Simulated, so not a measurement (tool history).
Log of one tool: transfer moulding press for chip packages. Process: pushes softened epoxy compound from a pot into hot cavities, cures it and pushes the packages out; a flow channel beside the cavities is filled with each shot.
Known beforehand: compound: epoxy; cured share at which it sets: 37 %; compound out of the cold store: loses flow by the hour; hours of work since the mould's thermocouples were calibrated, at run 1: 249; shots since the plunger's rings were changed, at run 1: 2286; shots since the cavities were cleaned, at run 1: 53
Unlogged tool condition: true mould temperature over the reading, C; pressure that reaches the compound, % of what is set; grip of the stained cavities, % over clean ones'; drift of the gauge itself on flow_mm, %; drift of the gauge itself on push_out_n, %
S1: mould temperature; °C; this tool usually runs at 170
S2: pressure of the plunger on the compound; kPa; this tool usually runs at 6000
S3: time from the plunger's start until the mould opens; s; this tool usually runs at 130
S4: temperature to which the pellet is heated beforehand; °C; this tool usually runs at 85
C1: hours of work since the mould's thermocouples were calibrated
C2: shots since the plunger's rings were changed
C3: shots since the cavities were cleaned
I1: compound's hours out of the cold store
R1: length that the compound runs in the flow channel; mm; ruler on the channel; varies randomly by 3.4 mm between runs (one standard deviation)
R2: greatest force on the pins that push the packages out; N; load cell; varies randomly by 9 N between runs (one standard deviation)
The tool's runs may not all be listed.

run    day   S1    S2   S3  S4   C1    C2   C3    I1   R1   R2
  1  0.000  170  6000  130  85  249  2286   53  47.8  661  439
  2  0.350  170  6000  130  85  256  2387  154  12.8  721  463
  3  0.517  170  6000  130  84  259  2437  204  18.5  706  451
  4  0.704  170  6000  130  84  262  2492  259  47.8  657  465
  5  1.062  170  6000  130  84  269  2595  362   8.4  727  481
  6  1.283  170  6000  130  84  273  2659  426  34.5  675  499
  7  1.671  170  6000  130  84  280  2772  539  32.1  677  543
  8  2.054  170  6000  130  85  287  2885  652   9.4  719  537
     2.271  -- cavities cleaned with cleaning compound and waxed
  9  2.504  170  6000  130  85  295  2997   67  30.3  679  431
 10  2.788  170  6000  128  85  300  3079  149  44.2  655  459
 11  2.988  170  6000  128  85  303  3138  208  39.5  658  472
 12  3.179  170  6060  130  85  307  3194  264  32.1  676  480
 13  3.438  165  6000  130  85  312  3269  339  10.2  728  602
 14  3.775  165  6000  130  85  318  3367  437  31.8  680  620
 15  4.042  165  6000  130  85  323  3446  516  26.1  692  640
 16  4.262  173  5850  111  85  327  3509  579  44.7  635  545
 17  4.446  173  4590  112  85  330  3562  632  28.4  585  566
     4.721  -- cavities cleaned with cleaning compound and waxed
 18  4.821  173  4590  134  95  336  3653   28   9.7  610  382
     5.154  -- plunger's sealing rings changed
 19  5.279  167  5320  150  85  343    36  132  26.7  689  452
 20  5.654  167  5320  150  85  350   146  242  47.5  659  445
 21  5.946  167  5320  150  85  355   230  326  18.3  702  471
 22  6.188  167  6600  120  85  359   301  397  31.8  755  620
 23  6.417  167  6600  120  85  364   367  463  10.0  798  670
 24  6.812  167  6600  120  85  371   482  578  47.3  719  630
 25  7.046  170  6950  121  92  375   550  646  26.9  774  566
     7.292  -- cavities cleaned with cleaning compound and waxed
 26  7.321  164  4660  130  85  379   613   10  43.9  614  537
 27  7.717  164  4660  130  85  386   727  124  22.0  655  591
 28  7.954  164  4660  130  85  391   797  194  19.0  658  613
 29  8.288  164  4660  130  85  397   894  291  35.9  625  624

What if the next run were any one of these 4? Each begins from the tool's condition after run 29:
  A  8.642  164  4660  130  87  404  997  394  28.8   ?   ?
  B  8.642  164  4660  130  78  404  997  394  19.0   ?   ?
  C  8.642  164  7250  146  93  404  997  394  21.7   ?   ?
  D  8.642  164  4660  147  85  404  997  394  28.1   ?   ?

run   R1   R2
  A  638  662
  B  655  666
  C  808  555
  D  639  553
Without the tool's unlogged condition, the same runs would have read:
run   R1   R2
  A  652  509
  B  669  510
  C  825  435
  D  653  434
